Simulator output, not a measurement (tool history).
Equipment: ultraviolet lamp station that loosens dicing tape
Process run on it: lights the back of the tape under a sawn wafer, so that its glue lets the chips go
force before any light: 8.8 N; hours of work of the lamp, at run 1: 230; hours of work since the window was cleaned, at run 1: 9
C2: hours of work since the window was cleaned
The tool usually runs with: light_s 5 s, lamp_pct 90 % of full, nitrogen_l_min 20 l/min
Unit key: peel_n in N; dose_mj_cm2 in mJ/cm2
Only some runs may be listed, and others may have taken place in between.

run 1 hour=0 | light_s=5 lamp_pct=90 nitrogen_l_min=20 | hours_of_work_of_the_lamp=230 C2=9 | peel_n=0.722 dose_mj_cm2=226
run 2 hour=20.2 | light_s=5 lamp_pct=88 nitrogen_l_min=20 | hours_of_work_of_the_lamp=239 C2=18 | peel_n=0.738 dose_mj_cm2=226
run 3 hour=34.3 | light_s=5 lamp_pct=90 nitrogen_l_min=20 | hours_of_work_of_the_lamp=245 C2=24 | peel_n=0.727 dose_mj_cm2=224
run 4 hour=43.9 | light_s=5 lamp_pct=90 nitrogen_l_min=20 | hours_of_work_of_the_lamp=249 C2=28 | peel_n=0.74 dose_mj_cm2=227
run 5 hour=60.4 | light_s=5 lamp_pct=90 nitrogen_l_min=20 | hours_of_work_of_the_lamp=256 C2=35 | peel_n=0.706 dose_mj_cm2=232
run 6 hour=72.5 | light_s=5 lamp_pct=90 nitrogen_l_min=20 | hours_of_work_of_the_lamp=261 C2=41 | peel_n=0.726 dose_mj_cm2=229
run 7 hour=93.5 | light_s=5 lamp_pct=90 nitrogen_l_min=20 | hours_of_work_of_the_lamp=271 C2=50 | peel_n=0.755 dose_mj_cm2=227
run 8 hour=115.3 | light_s=5 lamp_pct=90 nitrogen_l_min=9 | hours_of_work_of_the_lamp=280 C2=59 | peel_n=1.256 dose_mj_cm2=225
run 9 hour=136.8 | light_s=5 lamp_pct=90 nitrogen_l_min=9 | hours_of_work_of_the_lamp=289 C2=68 | peel_n=1.312 dose_mj_cm2=222
run 10 hour=153.2 | light_s=5 lamp_pct=90 nitrogen_l_min=9 | hours_of_work_of_the_lamp=296 C2=76 | peel_n=1.312 dose_mj_cm2=220
run 11 hour=167.7 | light_s=5 lamp_pct=90 nitrogen_l_min=9 | hours_of_work_of_the_lamp=303 C2=82 | peel_n=1.28 dose_mj_cm2=218
run 12 hour=182.4 | light_s=5 lamp_pct=90 nitrogen_l_min=9 | hours_of_work_of_the_lamp=309 C2=88 | peel_n=1.305 dose_mj_cm2=224
run 13 hour=203.2 | light_s=5 lamp_pct=90 nitrogen_l_min=9 | hours_of_work_of_the_lamp=318 C2=97 | peel_n=1.325 dose_mj_cm2=219
run 14 hour=212.2 | light_s=5 lamp_pct=90 nitrogen_l_min=9 | hours_of_work_of_the_lamp=322 C2=101 | peel_n=1.346 dose_mj_cm2=215
run 15 hour=226.2 | light_s=5 lamp_pct=90 nitrogen_l_min=9 | hours_of_work_of_the_lamp=328 C2=107 | peel_n=1.317 dose_mj_cm2=216
run 16 hour=242 | light_s=2 lamp_pct=90 nitrogen_l_min=9 | hours_of_work_of_the_lamp=335 C2=114 | peel_n=4.08 dose_mj_cm2=86
run 17 hour=263.7 | light_s=5 lamp_pct=90 nitrogen_l_min=8 | hours_of_work_of_the_lamp=344 C2=123 | peel_n=1.494 dose_mj_cm2=217
run 18 hour=277.1 | light_s=5 lamp_pct=90 nitrogen_l_min=20 | hours_of_work_of_the_lamp=350 C2=129 | peel_n=0.837 dose_mj_cm2=217
run 19 hour=296.5 | light_s=5 lamp_pct=90 nitrogen_l_min=20 | hours_of_work_of_the_lamp=358 C2=138 | peel_n=0.792 dose_mj_cm2=215
run 20 hour=307.3 | light_s=5 lamp_pct=90 nitrogen_l_min=20 | hours_of_work_of_the_lamp=363 C2=142 | peel_n=0.818 dose_mj_cm2=214
run 21 hour=323.5 | light_s=5 lamp_pct=90 nitrogen_l_min=20 | hours_of_work_of_the_lamp=370 C2=149 | peel_n=0.83 dose_mj_cm2=217
run 22 hour=337.8 | light_s=5 lamp_pct=90 nitrogen_l_min=20 | hours_of_work_of_the_lamp=376 C2=155 | peel_n=0.826 dose_mj_cm2=211
run 23 hour=352 | light_s=5 lamp_pct=90 nitrogen_l_min=20 | hours_of_work_of_the_lamp=382 C2=162 | peel_n=0.853 dose_mj_cm2=209
run 24 hour=370.3 | light_s=4 lamp_pct=68 nitrogen_l_min=20 | hours_of_work_of_the_lamp=390 C2=170 | peel_n=2.078 dose_mj_cm2=126
run 25 hour=385 | light_s=5 lamp_pct=90 nitrogen_l_min=21 | hours_of_work_of_the_lamp=397 C2=176 | peel_n=0.822 dose_mj_cm2=211
run 26 hour=397.6 | light_s=5 lamp_pct=90 nitrogen_l_min=21 | hours_of_work_of_the_lamp=402 C2=181 | peel_n=0.837 dose_mj_cm2=211
run 27 hour=407.3 | light_s=4 lamp_pct=67 nitrogen_l_min=20 | hours_of_work_of_the_lamp=406 C2=186 | peel_n=2.095 dose_mj_cm2=125
run 28 hour=417.5 | light_s=9 lamp_pct=90 nitrogen_l_min=17 | hours_of_work_of_the_lamp=411 C2=190 | peel_n=0.26 dose_mj_cm2=374
run 29 hour=431.5 | light_s=6 lamp_pct=82 nitrogen_l_min=17 | hours_of_work_of_the_lamp=417 C2=196 | peel_n=0.785 dose_mj_cm2=228
run 30 hour=442 | light_s=8 lamp_pct=63 nitrogen_l_min=17 | hours_of_work_of_the_lamp=421 C2=201 | peel_n=0.769 dose_mj_cm2=230
run 31 hour=455.6 | light_s=8 lamp_pct=63 nitrogen_l_min=17 | hours_of_work_of_the_lamp=427 C2=206 | peel_n=0.765 dose_mj_cm2=232
run 32 hour=465.4 | light_s=10 lamp_pct=72 nitrogen_l_min=36 | hours_of_work_of_the_lamp=432 C2=211 | peel_n=0.22 dose_mj_cm2=332
run 33 hour=485.1 | light_s=4 lamp_pct=71 nitrogen_l_min=28 | hours_of_work_of_the_lamp=440 C2=219 | peel_n=1.737 dose_mj_cm2=128
run 34 hour=504.4 | light_s=4 lamp_pct=71 nitrogen_l_min=28 | hours_of_work_of_the_lamp=448 C2=228 | peel_n=1.738 dose_mj_cm2=133
run 35 hour=514.3 | light_s=4 lamp_pct=71 nitrogen_l_min=28 | hours_of_work_of_the_lamp=453 C2=232 | peel_n=1.74 dose_mj_cm2=132
run 36 hour=529.5 | light_s=2 lamp_pct=95 nitrogen_l_min=8 | hours_of_work_of_the_lamp=459 C2=239 | peel_n=4.185 dose_mj_cm2=88
run 37 hour=544.9 | light_s=7 lamp_pct=90 nitrogen_l_min=31 | hours_of_work_of_the_lamp=466 C2=245 | peel_n=0.32 dose_mj_cm2=282
run 38 hour=554.9 | light_s=7 lamp_pct=90 nitrogen_l_min=31 | hours_of_work_of_the_lamp=470 C2=249 | peel_n=0.318 dose_mj_cm2=287
run 39 hour=571.5 | light_s=5 lamp_pct=86 nitrogen_l_min=7 | hours_of_work_of_the_lamp=477 C2=257 | peel_n=1.921 dose_mj_cm2=196
run 40 hour=592.9 | light_s=5 lamp_pct=86 nitrogen_l_min=7 | hours_of_work_of_the_lamp=487 C2=266 | peel_n=1.912 dose_mj_cm2=191
run 41 hour=610.1 | light_s=3 lamp_pct=86 nitrogen_l_min=7 | hours_of_work_of_the_lamp=494 C2=273 | peel_n=3.565 dose_mj_cm2=118
run 42 hour=631.2 | light_s=4 lamp_pct=86 nitrogen_l_min=37 | hours_of_work_of_the_lamp=503 C2=283 | peel_n=1.14 dose_mj_cm2=150
run 43 hour=641.5 | light_s=3 lamp_pct=90 nitrogen_l_min=20 | hours_of_work_of_the_lamp=508 C2=287 | peel_n=2.295 dose_mj_cm2=115
run 44 hour=653.5 | light_s=3 lamp_pct=73 nitrogen_l_min=24 | hours_of_work_of_the_lamp=513 C2=292 | peel_n=2.732 dose_mj_cm2=95
run 45 hour=667 | light_s=2 lamp_pct=73 nitrogen_l_min=19 | hours_of_work_of_the_lamp=519 C2=298 | peel_n=4.509 dose_mj_cm2=63

Below, each run's measurement less what the same run would have read without the hidden state. Both values contain the same run-to-run variation, but the gauge's scatter may not be the same in both:
Hidden state at play: lamp's light, % of a new lamp's; light that the window lets through, % of a clean one's; drift of the gauge itself on peel_n, %; drift of the gauge itself on dose_mj_cm2, %.
run=1 peel_n=+0.132 dose_mj_cm2=-21
run=2 peel_n=+0.139 dose_mj_cm2=-22
run=3 peel_n=+0.143 dose_mj_cm2=-23
run=4 peel_n=+0.149 dose_mj_cm2=-24
run=5 peel_n=+0.146 dose_mj_cm2=-25
run=6 peel_n=+0.153 dose_mj_cm2=-25
run=7 peel_n=+0.165 dose_mj_cm2=-26
run=8 peel_n=+0.246 dose_mj_cm2=-27
run=9 peel_n=+0.265 dose_mj_cm2=-28
run=10 peel_n=+0.271 dose_mj_cm2=-29
run=11 peel_n=+0.271 dose_mj_cm2=-30
run=12 peel_n=+0.281 dose_mj_cm2=-30
run=13 peel_n=+0.297 dose_mj_cm2=-32
run=14 peel_n=+0.304 dose_mj_cm2=-32
run=15 peel_n=+0.304 dose_mj_cm2=-32
run=16 peel_n=+0.447 dose_mj_cm2=-13
run=17 peel_n=+0.352 dose_mj_cm2=-34
run=18 peel_n=+0.238 dose_mj_cm2=-35
run=19 peel_n=+0.229 dose_mj_cm2=-35
run=20 peel_n=+0.24 dose_mj_cm2=-36
run=21 peel_n=+0.25 dose_mj_cm2=-37
run=22 peel_n=+0.254 dose_mj_cm2=-38
run=23 peel_n=+0.268 dose_mj_cm2=-38
run=24 peel_n=+0.479 dose_mj_cm2=-24
run=25 peel_n=+0.265 dose_mj_cm2=-40
run=26 peel_n=+0.272 dose_mj_cm2=-41
run=27 peel_n=+0.495 dose_mj_cm2=-24
run=28 peel_n=+0.074 dose_mj_cm2=-75
run=29 peel_n=+0.268 dose_mj_cm2=-46
run=30 peel_n=+0.268 dose_mj_cm2=-48
run=31 peel_n=+0.27 dose_mj_cm2=-49
run=32 peel_n=+0.057 dose_mj_cm2=-70
run=33 peel_n=+0.495 dose_mj_cm2=-28
run=34 peel_n=+0.501 dose_mj_cm2=-29
run=35 peel_n=+0.509 dose_mj_cm2=-30
run=36 peel_n=+0.64 dose_mj_cm2=-20
run=37 peel_n=+0.115 dose_mj_cm2=-67
run=38 peel_n=+0.118 dose_mj_cm2=-67
run=39 peel_n=+0.573 dose_mj_cm2=-47
run=40 peel_n=+0.582 dose_mj_cm2=-48
run=41 peel_n=+0.734 dose_mj_cm2=-29
run=42 peel_n=+0.427 dose_mj_cm2=-39
run=43 peel_n=+0.664 dose_mj_cm2=-32
run=44 peel_n=+0.709 dose_mj_cm2=-25
run=45 peel_n=+0.794 dose_mj_cm2=-17

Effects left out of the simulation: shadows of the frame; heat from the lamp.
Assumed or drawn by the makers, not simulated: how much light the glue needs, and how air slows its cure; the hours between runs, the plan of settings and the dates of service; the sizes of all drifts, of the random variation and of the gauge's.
